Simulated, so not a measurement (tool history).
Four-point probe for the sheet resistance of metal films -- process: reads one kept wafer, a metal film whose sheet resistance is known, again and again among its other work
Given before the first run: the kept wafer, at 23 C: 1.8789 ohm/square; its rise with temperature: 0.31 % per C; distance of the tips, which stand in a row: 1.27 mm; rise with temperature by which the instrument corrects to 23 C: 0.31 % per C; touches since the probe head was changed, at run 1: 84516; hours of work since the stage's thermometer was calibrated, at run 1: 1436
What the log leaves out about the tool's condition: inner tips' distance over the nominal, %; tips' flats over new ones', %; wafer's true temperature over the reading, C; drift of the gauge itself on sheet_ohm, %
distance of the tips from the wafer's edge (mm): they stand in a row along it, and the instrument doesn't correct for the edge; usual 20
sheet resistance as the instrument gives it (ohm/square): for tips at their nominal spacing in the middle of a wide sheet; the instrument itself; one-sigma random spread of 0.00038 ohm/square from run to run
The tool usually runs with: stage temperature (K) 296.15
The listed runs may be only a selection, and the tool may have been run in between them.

run	hour	stage temperature (K)	distance of the tips from the wafer's edge (mm)	touches since the probe head was changed	hours of work since the stage's thermometer was calibrated	sheet resistance as the instrument gives it (ohm/square)
1	0.0	296.15	20	84516	1436	1.891777
2	60.6	296.15	20	85781	1462	1.891106
# hour 92.5: stage's thermometer calibrated
3	106.1	296.15	6	86720	6	1.929079
4	177.6	296.15	6	88212	36	1.929350
5	248.2	296.15	6	89686	67	1.929351
6	342.5	296.15	6	91653	107	1.930073
7	420.6	296.15	6	93285	140	1.929603
8	504.3	296.15	6	95030	176	1.930760
9	577.4	296.15	6	96557	207	1.930188
10	640.2	296.15	6	97868	234	1.929715
11	690.9	291.15	50	98927	256	1.886846
12	747.3	302.15	9	100103	280	1.906998
13	803.7	302.15	17	101279	304	1.891763
14	905.7	292.15	17	103409	347	1.892794
15	949.6	300.15	4	104324	366	1.983011
16	1036.3	292.15	21	106135	403	1.890563
17	1116.5	292.15	25	107808	437	1.890254

Predict each of these 4 candidate next runs independently; none follows another, all start after run 17:
A	1202.2	293.15	26	109597	474	?
B	1202.2	294.15	49	109597	474	?
C	1202.2	292.15	7	109597	474	?
D	1202.2	291.15	5	109597	474	?

run	sheet resistance as the instrument gives it (ohm/square)
A	1.889832
B	1.888532
C	1.921221
D	1.951220
Take away the tool's hidden state, keep each run's random variation, and the runs would have read:
run	sheet resistance as the instrument gives it (ohm/square)
A	1.881126
B	1.879832
C	1.912378
D	1.942250
